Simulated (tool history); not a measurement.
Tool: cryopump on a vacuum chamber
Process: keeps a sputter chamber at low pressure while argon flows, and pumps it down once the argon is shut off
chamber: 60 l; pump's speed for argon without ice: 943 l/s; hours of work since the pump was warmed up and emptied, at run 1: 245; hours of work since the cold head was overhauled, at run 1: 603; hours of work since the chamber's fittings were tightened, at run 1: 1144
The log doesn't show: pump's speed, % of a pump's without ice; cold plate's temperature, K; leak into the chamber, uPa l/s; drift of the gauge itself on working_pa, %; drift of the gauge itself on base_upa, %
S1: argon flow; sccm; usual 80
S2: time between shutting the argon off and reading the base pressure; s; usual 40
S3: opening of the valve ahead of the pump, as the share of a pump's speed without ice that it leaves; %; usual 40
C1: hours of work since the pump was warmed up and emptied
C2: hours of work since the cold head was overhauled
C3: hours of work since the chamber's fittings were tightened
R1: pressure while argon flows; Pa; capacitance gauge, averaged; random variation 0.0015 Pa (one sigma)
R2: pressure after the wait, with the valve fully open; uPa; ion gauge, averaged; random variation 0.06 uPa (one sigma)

Run 1, day 0: usual settings; C1 245; C2 603; C3 1144. Result: R1 0.3947 Pa, R2 7.89 uPa.
Run 2, day 1.167: usual settings; C1 267; C2 624; C3 1166. Result: R1 0.3962 Pa, R2 8.02 uPa.
Run 3, day 2.962: usual settings; C1 299; C2 657; C3 1198. Result: R1 0.4051 Pa, R2 8.32 uPa.
Run 4, day 3.858: usual settings; C1 316; C2 673; C3 1215. Result: R1 0.408 Pa, R2 8.36 uPa.
Run 5, day 4.917: usual settings; C1 335; C2 692; C3 1234. Result: R1 0.4095 Pa, R2 8.63 uPa.
At day 5.508: pump warmed up, emptied and cooled again.
Run 6, day 6.346: usual settings but S3 32 %; C1 15; C2 714; C3 1256. Result: R1 0.457 Pa, R2 7.33 uPa.
Run 7, day 7.392: usual settings but S3 32 %; C1 34; C2 733; C3 1275. Result: R1 0.4588 Pa, R2 7.36 uPa.
Run 8, day 8.838: usual settings but S1 122 sccm; C1 61; C2 760; C3 1302. Result: R1 0.5653 Pa, R2 7.79 uPa.
Run 9, day 9.729: usual settings but S1 122 sccm; C1 77; C2 776; C3 1318. Result: R1 0.5688 Pa, R2 7.71 uPa.
Run 10, day 10.975: usual settings but S2 38 s; C1 100; C2 799; C3 1341. Result: R1 0.3722 Pa, R2 7.85 uPa.
Run 11, day 12.829: usual settings but S2 38 s; C1 133; C2 833; C3 1374. Result: R1 0.3774 Pa, R2 8.63 uPa.
Run 12, day 14.358: usual settings but S2 38 s; C1 161; C2 860; C3 1402. Result: R1 0.3831 Pa, R2 8.56 uPa.
Run 13, day 15.408: usual settings but S2 38 s; C1 180; C2 879; C3 1421. Result: R1 0.3849 Pa, R2 8.74 uPa.
Run 14, day 16.892: usual settings but S2 38 s, S3 51 %; C1 207; C2 907; C3 1448. Result: R1 0.3122 Pa, R2 8.55 uPa.
Run 15, day 18.042: usual settings but S2 38 s, S3 51 %; C1 228; C2 927; C3 1469. Result: R1 0.3165 Pa, R2 9.06 uPa.
At day 19.2: leaking fittings of the chamber tightened, without venting.
Run 16, day 19.925: usual settings but S2 38 s, S3 51 %; C1 261; C2 960; C3 13. Result: R1 0.3186 Pa, R2 4.22 uPa.
Run 17, day 21.771: usual settings but S2 38 s, S3 51 %; C1 295; C2 994; C3 47. Result: R1 0.3269 Pa, R2 4.3 uPa.
Run 18, day 23.258: usual settings but S1 59 sccm, S2 123 s, S3 48 %; C1 322; C2 1021; C3 74. Result: R1 0.2585 Pa, R2 1.79 uPa.
At day 24.683: pump warmed up, emptied and cooled again.
Run 19, day 25.062: usual settings but S1 59 sccm, S2 123 s, S3 48 %; C1 7; C2 1050; C3 103. Result: R1 0.2213 Pa, R2 1.76 uPa.
Run 20, day 26.633: usual settings but S1 59 sccm, S2 123 s, S3 48 %; C1 36; C2 1079; C3 132. Result: R1 0.2255 Pa, R2 1.84 uPa.
Run 21, day 27.946: usual settings but S1 59 sccm, S2 123 s, S3 45 %; C1 59; C2 1102; C3 155. Result: R1 0.2405 Pa, R2 1.93 uPa.
Run 22, day 29.221: usual settings but S1 59 sccm, S2 123 s, S3 45 %; C1 83; C2 1126; C3 179. Result: R1 0.2424 Pa, R2 1.93 uPa.
Run 23, day 30.338: usual settings but S1 43 sccm, S2 123 s, S3 48 %; C1 103; C2 1146; C3 199. Result: R1 0.168 Pa, R2 2.08 uPa.
Run 24, day 31.35: usual settings but S1 109 sccm, S2 41 s, S3 15 %; C1 121; C2 1164; C3 217. Result: R1 1.3146 Pa, R2 4.45 uPa.
Run 25, day 32.483: usual settings but S1 48 sccm, S2 24 s, S3 28 %; C1 142; C2 1185; C3 238. Result: R1 0.3183 Pa, R2 6.73 uPa.
Run 26, day 34.15: usual settings but S1 48 sccm, S2 24 s, S3 28 %; C1 172; C2 1216; C3 268. Result: R1 0.3204 Pa, R2 7 uPa.

The next listed run, before its measurement:
Run 27, day 35.429: usual settings but S1 48 sccm, S2 24 s, S3 28 %; C1 196; C2 1239; C3 292. Result: R1 ?, R2 ?.

R1: 0.3212 Pa
R2: 7.08 uPa
Without the tool's hidden state the same run would have given R1 0.3057 Pa, R2 6.09 uPa.
